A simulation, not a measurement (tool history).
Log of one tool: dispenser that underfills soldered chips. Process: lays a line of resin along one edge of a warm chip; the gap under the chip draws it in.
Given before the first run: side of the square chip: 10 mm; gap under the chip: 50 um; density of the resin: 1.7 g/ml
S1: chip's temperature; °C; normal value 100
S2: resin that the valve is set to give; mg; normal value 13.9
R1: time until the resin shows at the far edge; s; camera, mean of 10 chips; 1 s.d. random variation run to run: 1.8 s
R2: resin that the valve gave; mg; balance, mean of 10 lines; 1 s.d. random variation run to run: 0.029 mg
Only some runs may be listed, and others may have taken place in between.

run   hour   S1    S2     R1     R2
  1    0.0  100  13.9  275.7  13.87
  2    4.4  100  13.9  341.3  13.82
       7.7  -- new syringe of resin
  3    9.0  100  13.4  187.6  13.27
  4   13.3  100  13.4  230.2  13.26
  5   16.4  100  13.4  271.9  13.31
  6   21.3  100  13.9  331.7  13.77
      24.8  -- new syringe of resin
  7   26.0  100  13.9  179.8  13.71
  8   29.6  100  14.4  211.6  14.20
  9   32.4  100  14.4  242.1  14.20
 10   36.9   95  13.9  348.6  13.68
 11   40.0   92  13.9  441.0  13.67
      41.9  -- new syringe of resin
 12   42.5   92  13.9  220.8  13.68
 13   45.3   92  13.9  252.3  13.69
 14   47.8  113  13.9  158.7  13.63
      50.6  -- dispensing valve cleaned and set on the balance
 15   51.6  100  13.9  258.3  13.93
 16   55.3   98  13.9  333.5  13.83
      60.2  -- new syringe of resin
 17   60.2   98  13.9  180.3  13.83
 18   64.4  100  13.9  209.5  13.84
 19   68.3  109  13.5  196.5  13.40
 20   70.8  105  16.9  244.4  16.85
 21   73.2   94  13.1  385.8  13.07
 22   75.7   85  12.3  577.2  12.22
      77.6  -- new syringe of resin
 23   78.9   85  15.5  280.0  15.44
 24   83.3   85  15.5  346.9  15.34
 25   88.3   95  15.1  331.2  14.99
 26   91.9  100  15.4  339.8  15.35
      94.7  -- new syringe of resin
 27   95.4  100  15.4  174.6  15.19
 28   99.9  100  15.4  215.0  15.23
 29  104.0  100  15.4  266.0  15.26
 30  106.3  100  15.0  304.1  14.78
 31  111.5  100  15.0  383.4  14.82
     112.1  -- new syringe of resin
 32  114.4  100  15.0  188.0  14.83
     120.0  -- dispensing valve cleaned and set on the balance
 33  120.3  109  15.4  183.7  15.37
 34  124.1  100  12.7  297.3  12.71
 35  128.1   88  16.0  506.1  16.00
     130.2  -- new syringe of resin
 36  132.8  109  18.0  151.2  17.93

Each run again, without the hidden state but with its own random variation kept:
Hidden conditions of the tool in this case: resin's viscosity, % of fresh resin's; dose that the valve gives, % of what is set; true chip temperature over the reading, C; drift of the gauge itself on fill_s, %; drift of the gauge itself on given_mg, %.
run     R1     R2
  1  172.8  13.95
  2  172.4  13.91
  3  176.3  13.37
  4  175.5  13.38
  5  177.9  13.43
  6  171.5  13.91
  7  173.4  13.86
  8  171.1  14.37
  9  170.2  14.38
 10  197.1  13.87
 11  214.4  13.87
 12  217.2  13.88
 13  216.3  13.91
 14  120.7  13.86
 15  171.3  13.93
 16  184.8  13.84
 17  181.8  13.86
 18  172.4  13.88
 19  133.3  13.45
 20  147.4  16.92
 21  206.9  13.13
 22  273.2  12.29
 23  264.6  15.53
 24  264.3  15.45
 25  197.5  15.11
 26  170.2  15.49
 27  171.2  15.34
 28  169.0  15.39
 29  171.7  15.43
 30  175.6  14.96
 31  171.4  15.01
 32  168.9  15.04
 33  130.2  15.36
 34  175.0  12.71
 35  245.0  16.01
 36  134.2  17.96

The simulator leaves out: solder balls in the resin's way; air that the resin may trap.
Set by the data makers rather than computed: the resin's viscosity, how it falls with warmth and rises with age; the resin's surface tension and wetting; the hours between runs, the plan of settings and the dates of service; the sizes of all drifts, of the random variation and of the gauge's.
